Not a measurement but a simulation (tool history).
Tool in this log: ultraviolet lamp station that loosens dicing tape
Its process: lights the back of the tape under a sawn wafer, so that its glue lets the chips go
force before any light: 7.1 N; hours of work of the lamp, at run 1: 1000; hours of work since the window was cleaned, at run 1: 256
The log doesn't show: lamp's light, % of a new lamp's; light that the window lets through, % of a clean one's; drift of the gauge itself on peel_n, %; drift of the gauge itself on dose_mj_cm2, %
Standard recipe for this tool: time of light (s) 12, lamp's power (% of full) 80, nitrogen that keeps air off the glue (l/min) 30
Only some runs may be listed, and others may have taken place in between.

run,day,time of light (s),lamp's power (% of full),nitrogen that keeps air off the glue (l/min),hours of work of the lamp,hours of work since the window was cleaned,force that peels the tape off (N),light that reached the tape (mJ/cm²)
1,0,12,80,30,1000,256,1.074,417
2,1.575,12,86,30,1030,286,0.99,440
3,2.375,12,86,30,1045,302,1.01,439
4,3.142,12,86,30,1060,316,1.021,436
5,4.088,12,86,30,1078,334,1.021,423
6,5.35,23,86,30,1102,358,0.312,814
7,6.738,23,60,30,1128,385,0.627,555
8,8.225,23,60,30,1157,413,0.668,551
9,9.621,23,60,30,1183,440,0.665,545
10,10.608,23,60,30,1202,459,0.693,538
11,11.833,23,60,30,1226,482,0.698,534
12,12.779,12,80,30,1244,500,1.335,368
# day 13.629: window cleaned of glue's vapour
13,14.338,12,80,30,1273,14,1.055,417
14,15.283,12,80,30,1291,32,1.123,409
15,16.675,12,80,30,1318,58,1.126,401
16,18.217,12,80,30,1347,88,1.176,404
17,19.729,12,80,20,1376,116,1.488,397
18,21.196,12,80,30,1404,144,1.245,391
19,22.383,12,80,30,1427,167,1.256,385
20,23.308,12,80,30,1444,185,1.282,381
21,24.079,12,80,30,1459,199,1.294,380
22,25.608,12,62,30,1488,229,1.825,288
23,26.454,12,80,18,1504,245,1.708,365
24,27.717,12,80,18,1528,269,1.692,361
25,29.296,11,95,30,1558,299,1.266,389
26,30.083,9,66,42,1573,314,2.369,218
27,31.1,15,80,42,1593,333,0.816,437
28,31.796,18,84,42,1606,347,0.571,554
29,32.95,12,80,34,1628,369,1.406,338
30,33.675,11,80,45,1642,383,1.425,309
31,35.033,15,65,46,1668,409,1.276,347
32,35.858,8,94,12,1684,424,2.837,257
33,37.088,8,94,12,1707,448,2.897,259
34,38.05,8,94,31,1725,466,2.142,257
35,39.612,23,61,28,1755,496,0.937,467
# day 40.638: window cleaned of glue's vapour
36,41.317,23,61,28,1787,13,0.702,542
37,42.025,12,87,30,1801,26,1.174,400
38,43.062,12,87,30,1821,46,1.217,395
39,43.808,7,70,39,1835,60,2.726,186
40,45.038,12,64,19,1858,84,2.323,285
41,45.812,16,65,13,1873,99,1.925,380
42,46.8,12,82,25,1892,118,1.537,361

For each entry between runs, how does the tool's hidden state at the last listed run before it compare with that at the first listed run after it?
In the gap between runs 12 and 13: window cleaned of glue's vapour (day 13.629)
  lamp's light, % of a new lamp's: 77.7 -> 77.1; light that the window lets through, % of a clean one's: 86.1 -> 98.5
  measured result minus the result with no hidden state, force that peels the tape off (N): +0.681 -> +0.418; light that reached the tape (mJ/cm²): -182 -> -132
In the gap between runs 35 and 36: window cleaned of glue's vapour (day 40.638)
  lamp's light, % of a new lamp's: 68.6 -> 68; light that the window lets through, % of a clean one's: 85.1 -> 99.3
  measured result minus the result with no hidden state, force that peels the tape off (N): +0.594 -> +0.37; light that reached the tape (mJ/cm²): -334 -> -257
